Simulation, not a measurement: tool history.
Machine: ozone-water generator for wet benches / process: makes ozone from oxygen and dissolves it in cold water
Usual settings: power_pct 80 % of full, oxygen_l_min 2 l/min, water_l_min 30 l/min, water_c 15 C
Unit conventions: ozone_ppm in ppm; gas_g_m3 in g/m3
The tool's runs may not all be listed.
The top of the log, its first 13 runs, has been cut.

{"run": 14, "hour": 894.7, "power_pct": 80, "oxygen_l_min": 2, "water_l_min": 30, "water_c": 8, "ozone_ppm": 9.5, "gas_g_m3": 199.8}
{"run": 15, "hour": 940.2, "power_pct": 80, "oxygen_l_min": 2, "water_l_min": 30, "water_c": 15, "ozone_ppm": 9.2, "gas_g_m3": 201.2}
{"run": 16, "hour": 1005.0, "power_pct": 80, "oxygen_l_min": 2, "water_l_min": 30, "water_c": 15, "ozone_ppm": 9.2, "gas_g_m3": 202.6}
{"run": 17, "hour": 1049.5, "power_pct": 80, "oxygen_l_min": 1.55, "water_l_min": 30, "water_c": 15, "ozone_ppm": 7.9, "gas_g_m3": 218.4}
{"run": 18, "hour": 1093.7, "power_pct": 80, "oxygen_l_min": 2.14, "water_l_min": 23, "water_c": 18, "ozone_ppm": 12.3, "gas_g_m3": 195}
{"run": 19, "hour": 1177.0, "power_pct": 85, "oxygen_l_min": 2.37, "water_l_min": 47, "water_c": 18, "ozone_ppm": 6.1, "gas_g_m3": 197.9}
{"run": 20, "hour": 1253.2, "power_pct": 78, "oxygen_l_min": 2.37, "water_l_min": 18, "water_c": 18, "ozone_ppm": 15.9, "gas_g_m3": 187.1}
{"run": 21, "hour": 1321.3, "power_pct": 40, "oxygen_l_min": 1.46, "water_l_min": 37, "water_c": 8, "ozone_ppm": 3.7, "gas_g_m3": 133.5}
{"run": 22, "hour": 1410.1, "power_pct": 82, "oxygen_l_min": 1.27, "water_l_min": 46, "water_c": 8, "ozone_ppm": 4.5, "gas_g_m3": 237.8}
{"run": 23, "hour": 1467.5, "power_pct": 82, "oxygen_l_min": 1.27, "water_l_min": 46, "water_c": 8, "ozone_ppm": 4.3, "gas_g_m3": 238.2}
{"run": 24, "hour": 1540.4, "power_pct": 82, "oxygen_l_min": 1.27, "water_l_min": 46, "water_c": 8, "ozone_ppm": 4.1, "gas_g_m3": 233.6}
{"run": 25, "hour": 1633.0, "power_pct": 80, "oxygen_l_min": 2, "water_l_min": 30, "water_c": 14, "ozone_ppm": 9.2, "gas_g_m3": 200.2}
{"run": 26, "hour": 1708.2, "power_pct": 75, "oxygen_l_min": 2, "water_l_min": 30, "water_c": 18, "ozone_ppm": 8.6, "gas_g_m3": 191.7}
{"run": 27, "hour": 1766.6, "power_pct": 75, "oxygen_l_min": 2, "water_l_min": 30, "water_c": 18, "ozone_ppm": 8.8, "gas_g_m3": 192.4}
{"run": 28, "hour": 1844.6, "power_pct": 75, "oxygen_l_min": 2, "water_l_min": 30, "water_c": 18, "ozone_ppm": 8.6, "gas_g_m3": 192.2}
{"run": 29, "hour": 1898.9, "power_pct": 58, "oxygen_l_min": 1.84, "water_l_min": 37, "water_c": 18, "ozone_ppm": 5.2, "gas_g_m3": 162.7}
{"run": 30, "hour": 1999.6, "power_pct": 72, "oxygen_l_min": 1.08, "water_l_min": 30, "water_c": 22, "ozone_ppm": 5.7, "gas_g_m3": 226.2}
{"run": 31, "hour": 2097.3, "power_pct": 61, "oxygen_l_min": 1.13, "water_l_min": 39, "water_c": 22, "ozone_ppm": 4, "gas_g_m3": 198.8}
{"run": 32, "hour": 2162.7, "power_pct": 51, "oxygen_l_min": 1.46, "water_l_min": 23, "water_c": 13, "ozone_ppm": 7.5, "gas_g_m3": 159.2}
{"run": 33, "hour": 2262.5, "power_pct": 51, "oxygen_l_min": 1.46, "water_l_min": 23, "water_c": 13, "ozone_ppm": 7.7, "gas_g_m3": 158.8}

Forecast each of these 4 alternatives for the next run:
{"run": "A", "hour": 2339.0, "power_pct": 84, "oxygen_l_min": 1.46, "water_l_min": 23, "water_c": 8, "ozone_ppm": "?", "gas_g_m3": "?"}
{"run": "B", "hour": 2339.0, "power_pct": 87, "oxygen_l_min": 1.17, "water_l_min": 25, "water_c": 13, "ozone_ppm": "?", "gas_g_m3": "?"}
{"run": "C", "hour": 2339.0, "power_pct": 84, "oxygen_l_min": 3.33, "water_l_min": 23, "water_c": 13, "ozone_ppm": "?", "gas_g_m3": "?"}
{"run": "D", "hour": 2339.0, "power_pct": 60, "oxygen_l_min": 2.35, "water_l_min": 30, "water_c": 11, "ozone_ppm": "?", "gas_g_m3": "?"}

run=A ozone_ppm=11.2 gas_g_m3=231
run=B ozone_ppm=9 gas_g_m3=254.7
run=C ozone_ppm=16 gas_g_m3=176.9
run=D ozone_ppm=8.2 gas_g_m3=152.9
Stripped of hidden state, with their random variation kept, the same runs would have yielded:
run=A ozone_ppm=11.2 gas_g_m3=231.3
run=B ozone_ppm=9.1 gas_g_m3=255.1
run=C ozone_ppm=16.1 gas_g_m3=177.2
run=D ozone_ppm=8.2 gas_g_m3=153
